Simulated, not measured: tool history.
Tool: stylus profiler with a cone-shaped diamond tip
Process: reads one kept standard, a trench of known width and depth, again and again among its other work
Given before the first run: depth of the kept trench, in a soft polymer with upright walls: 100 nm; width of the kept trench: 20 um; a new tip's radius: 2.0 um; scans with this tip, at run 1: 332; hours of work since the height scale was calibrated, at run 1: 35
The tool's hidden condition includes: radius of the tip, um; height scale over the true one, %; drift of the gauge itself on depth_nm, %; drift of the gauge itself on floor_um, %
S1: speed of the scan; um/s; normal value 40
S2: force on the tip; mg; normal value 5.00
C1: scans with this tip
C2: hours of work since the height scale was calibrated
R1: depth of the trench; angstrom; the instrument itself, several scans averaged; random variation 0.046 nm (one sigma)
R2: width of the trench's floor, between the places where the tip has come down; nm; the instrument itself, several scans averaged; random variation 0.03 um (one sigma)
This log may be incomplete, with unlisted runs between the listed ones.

Run 1, day 0.000: usual settings; C1 332; C2 35. Result: R1 1010.8 angstrom, R2 18570 nm.
Run 2, day 0.375: usual settings; C1 384; C2 41. Result: R1 1010.0 angstrom, R2 18520 nm.
Run 3, day 0.825: usual settings; C1 446; C2 47. Result: R1 1010.0 angstrom, R2 18520 nm.
Run 4, day 1.096: usual settings but S1 78 um/s; C1 484; C2 51. Result: R1 1008.7 angstrom, R2 18400 nm.
Run 5, day 1.533: usual settings but S1 78 um/s; C1 544; C2 57. Result: R1 1010.0 angstrom, R2 18360 nm.
Run 6, day 1.867: usual settings but S1 85 um/s; C1 591; C2 62. Result: R1 1009.8 angstrom, R2 18340 nm.
Run 7, day 2.304: usual settings but S1 85 um/s; C1 651; C2 69. Result: R1 1010.0 angstrom, R2 18390 nm.
Run 8, day 2.621: usual settings but S1 85 um/s; C1 695; C2 73. Result: R1 1010.7 angstrom, R2 18350 nm.
Run 9, day 3.088: usual settings but S1 85 um/s; C1 760; C2 80. Result: R1 1009.0 angstrom, R2 18370 nm.
Run 10, day 3.550: usual settings; C1 824; C2 87. Result: R1 1009.5 angstrom, R2 18470 nm.
Run 11, day 4.038: usual settings but S1 15 um/s; C1 892; C2 94. Result: R1 1009.7 angstrom, R2 18620 nm.
Run 12, day 4.304: usual settings but S1 15 um/s; C1 928; C2 98. Result: R1 1008.9 angstrom, R2 18640 nm.
Run 13, day 4.908: usual settings but S1 96 um/s; C1 1012; C2 107. Result: R1 1009.3 angstrom, R2 18320 nm.
Run 14, day 5.396: usual settings but S1 96 um/s; C1 1080; C2 114. Result: R1 1009.1 angstrom, R2 18290 nm.
Run 15, day 5.725: usual settings; C1 1125; C2 119. Result: R1 1009.5 angstrom, R2 18540 nm.
At day 5.796: height scale calibrated on a step standard.
Run 16, day 6.125: usual settings but S2 3.26 mg; C1 1177; C2 5. Result: R1 1006.6 angstrom, R2 18550 nm.
Run 17, day 6.650: usual settings but S2 3.26 mg; C1 1250; C2 12. Result: R1 1006.6 angstrom, R2 18490 nm.
Run 18, day 6.946: usual settings; C1 1291; C2 17. Result: R1 1009.8 angstrom, R2 18530 nm.
Run 19, day 7.554: usual settings; C1 1375; C2 26. Result: R1 1009.2 angstrom, R2 18490 nm.
At day 7.762: height scale calibrated on a step standard, once more.
Run 20, day 7.904: usual settings; C1 1421; C2 2. Result: R1 1009.8 angstrom, R2 18560 nm.
Run 21, day 8.212: usual settings but S2 9.42 mg; C1 1464; C2 7. Result: R1 1014.6 angstrom, R2 18540 nm.
Run 22, day 8.742: usual settings but S2 9.42 mg; C1 1537; C2 14. Result: R1 1014.9 angstrom, R2 18600 nm.
Run 23, day 9.238: usual settings but S2 9.42 mg; C1 1606; C2 22. Result: R1 1015.2 angstrom, R2 18560 nm.
Run 24, day 9.671: usual settings but S2 9.42 mg; C1 1666; C2 28. Result: R1 1014.7 angstrom, R2 18590 nm.
Run 25, day 10.004: usual settings but S2 9.42 mg; C1 1712; C2 33. Result: R1 1015.3 angstrom, R2 18590 nm.
Run 26, day 10.492: usual settings but S2 9.42 mg; C1 1779; C2 40. Result: R1 1014.2 angstrom, R2 18540 nm.
Run 27, day 10.908: usual settings but S2 9.42 mg; C1 1837; C2 46. Result: R1 1014.8 angstrom, R2 18620 nm.
Run 28, day 11.471: usual settings but S2 9.42 mg; C1 1915; C2 54. Result: R1 1014.8 angstrom, R2 18550 nm.
Run 29, day 11.908: usual settings but S1 25 um/s, S2 2.74 mg; C1 1975; C2 60. Result: R1 1005.9 angstrom, R2 18550 nm.
Run 30, day 12.308: usual settings but S1 25 um/s, S2 2.74 mg; C1 2031; C2 66. Result: R1 1005.6 angstrom, R2 18540 nm.
Run 31, day 12.896: usual settings but S1 25 um/s, S2 2.74 mg; C1 2113; C2 75. Result: R1 1005.6 angstrom, R2 18580 nm.
Run 32, day 13.279: usual settings but S1 25 um/s, S2 2.74 mg; C1 2166; C2 81. Result: R1 1006.1 angstrom, R2 18560 nm.
Run 33, day 13.775: usual settings but S1 25 um/s, S2 2.74 mg; C1 2234; C2 88. Result: R1 1005.4 angstrom, R2 18560 nm.
Run 34, day 14.233: usual settings but S1 25 um/s, S2 2.74 mg; C1 2297; C2 94. Result: R1 1005.3 angstrom, R2 18550 nm.
Run 35, day 14.800: usual settings but S1 39 um/s, S2 14.86 mg; C1 2376; C2 103. Result: R1 1019.9 angstrom, R2 18570 nm.
Run 36, day 15.450: usual settings but S1 12 um/s, S2 2.17 mg; C1 2466; C2 112. Result: R1 1004.6 angstrom, R2 18570 nm.
Run 37, day 15.808: usual settings but S1 12 um/s, S2 2.17 mg; C1 2515; C2 117. Result: R1 1004.5 angstrom, R2 18590 nm.
Run 38, day 16.112: usual settings but S1 27 um/s, S2 2.77 mg; C1 2558; C2 122. Result: R1 1005.6 angstrom, R2 18490 nm.
Run 39, day 16.583: usual settings but S1 27 um/s, S2 2.77 mg; C1 2623; C2 129. Result: R1 1005.5 angstrom, R2 18540 nm.
Run 40, day 16.971: usual settings but S1 17 um/s, S2 12.78 mg; C1 2676; C2 134. Result: R1 1016.9 angstrom, R2 18720 nm.
Run 41, day 17.562: usual settings but S1 14 um/s, S2 13.56 mg; C1 2759; C2 143. Result: R1 1018.7 angstrom, R2 18690 nm.
Run 42, day 17.962: usual settings but S1 59 um/s, S2 5.64 mg; C1 2814; C2 149. Result: R1 1009.8 angstrom, R2 18400 nm.
Run 43, day 18.479: usual settings but S1 16 um/s, S2 8.99 mg; C1 2885; C2 156. Result: R1 1014.0 angstrom, R2 18670 nm.
Run 44, day 18.842: usual settings but S1 24 um/s; C1 2936; C2 162. Result: R1 1009.2 angstrom, R2 18580 nm.
Run 45, day 19.204: usual settings but S1 24 um/s, S2 3.85 mg; C1 2986; C2 167. Result: R1 1007.6 angstrom, R2 18560 nm.
Run 46, day 19.775: usual settings but S1 15 um/s; C1 3065; C2 175. Result: R1 1008.7 angstrom, R2 18610 nm.

What if the next run were any one of these 3? Each begins from the tool's condition after run 46:
Run A, day 20.342: usual settings but S1 66 um/s, S2 2.84 mg; C1 3144; C2 184. Result: R1 ?, R2 ?.
Run B, day 20.342: usual settings but S1 65 um/s, S2 13.21 mg; C1 3144; C2 184. Result: R1 ?, R2 ?.
Run C, day 20.342: usual settings but S1 53 um/s, S2 2.64 mg; C1 3144; C2 184. Result: R1 ?, R2 ?.

run      R1     R2
  A  1004.6  18250
  B  1018.3  18530
  C  1005.7  18310
What these runs would have given with no unlogged condition in the tool:
run      R1     R2
  A  1006.2  18310
  B  1019.9  18600
  C  1007.3  18370
